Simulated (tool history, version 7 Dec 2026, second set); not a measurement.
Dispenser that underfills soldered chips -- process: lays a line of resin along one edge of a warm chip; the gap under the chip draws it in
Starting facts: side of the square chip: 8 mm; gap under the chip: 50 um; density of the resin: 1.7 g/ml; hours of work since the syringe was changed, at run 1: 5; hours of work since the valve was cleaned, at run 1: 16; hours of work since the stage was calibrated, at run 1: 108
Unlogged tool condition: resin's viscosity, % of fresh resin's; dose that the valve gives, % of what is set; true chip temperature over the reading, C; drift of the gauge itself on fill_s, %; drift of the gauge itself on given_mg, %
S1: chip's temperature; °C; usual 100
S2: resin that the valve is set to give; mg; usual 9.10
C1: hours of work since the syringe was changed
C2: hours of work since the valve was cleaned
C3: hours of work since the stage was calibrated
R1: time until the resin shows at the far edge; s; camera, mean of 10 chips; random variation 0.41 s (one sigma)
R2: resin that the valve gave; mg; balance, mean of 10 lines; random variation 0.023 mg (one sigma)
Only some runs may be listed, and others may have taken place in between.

run,hour,S1,S2,C1,C2,C3,R1,R2
1,0.0,100,9.10,5,16,108,35.9,9.04
2,3.7,100,9.10,7,18,110,41.4,9.05
# hour 6.6: new syringe of resin
3,9.5,100,9.10,2,21,114,31.5,9.02
4,12.9,111,9.10,4,23,116,24.6,9.07
5,16.4,111,9.10,6,26,118,27.9,9.03
# hour 21.3: new syringe of resin
6,23.3,111,8.36,1,30,122,20.8,8.25
7,28.7,111,8.36,5,33,125,25.7,8.26
8,34.0,100,7.71,8,36,129,45.0,7.66
# hour 35.5: new syringe of resin
9,40.0,100,7.71,3,40,132,33.8,7.60
10,44.0,100,7.71,5,43,135,38.9,7.58
11,47.0,100,11.43,7,44,137,41.6,11.30
# hour 49.8: new syringe of resin
12,53.4,100,11.43,2,48,140,31.4,11.24
13,58.8,100,9.10,6,52,144,38.1,8.93
14,63.6,110,9.10,9,55,147,32.7,8.91
# hour 64.2: new syringe of resin
15,69.2,110,9.10,3,58,150,23.7,8.92
16,72.8,98,9.10,5,60,152,40.1,8.95
17,77.1,98,9.01,8,63,155,47.7,8.86
# hour 78.6: new syringe of resin
18,82.5,98,8.07,2,66,158,34.8,7.93
19,85.8,91,10.81,5,68,160,48.2,10.55
20,91.1,110,10.80,8,71,164,30.3,10.53
# hour 92.7: new syringe of resin
21,95.9,110,10.80,2,74,166,22.3,10.56
22,100.7,110,10.80,5,77,169,26.7,10.56
23,103.8,86,10.80,7,79,171,69.3,10.50
# hour 106.9: new syringe of resin
24,110.2,86,10.80,2,83,175,49.7,10.49
25,116.1,86,10.03,6,87,179,64.2,9.76
# hour 121.2: new syringe of resin
26,123.1,86,10.03,1,91,183,47.5,9.71
27,126.9,86,10.03,4,93,186,55.3,9.73
28,133.5,86,10.03,8,97,190,71.6,9.74
# hour 135.4: new syringe of resin
29,138.3,86,10.03,2,100,192,50.7,9.70
30,141.9,86,11.61,4,102,195,58.1,11.20
31,146.3,85,10.25,7,105,197,70.6,9.89
# hour 149.6: new syringe of resin
32,153.3,106,11.22,2,109,202,25.7,10.85
33,157.1,106,11.22,5,112,204,29.7,10.79
34,162.0,94,11.22,8,115,207,54.0,10.84
# hour 163.9: new syringe of resin
35,166.2,99,11.22,1,117,209,31.3,10.78

What if the next run were any one of these 3? Each begins from the tool's condition after run 35:
# hour 169.9: dispensing valve cleaned and set on the balance
A,170.8,99,8.98,4,1,212,?,?
# hour 169.9: dispensing valve cleaned and set on the balance
B,170.8,100,10.46,4,1,212,?,?
# hour 169.9: dispensing valve cleaned and set on the balance
C,170.8,95,11.22,4,1,212,?,?

run,R1,R2
A,37.1,8.96
B,34.5,10.46
C,41.0,11.23
With no hidden state in the tool, these same runs would have given:
run,R1,R2
A,29.2,8.96
B,27.0,10.46
C,32.1,11.23

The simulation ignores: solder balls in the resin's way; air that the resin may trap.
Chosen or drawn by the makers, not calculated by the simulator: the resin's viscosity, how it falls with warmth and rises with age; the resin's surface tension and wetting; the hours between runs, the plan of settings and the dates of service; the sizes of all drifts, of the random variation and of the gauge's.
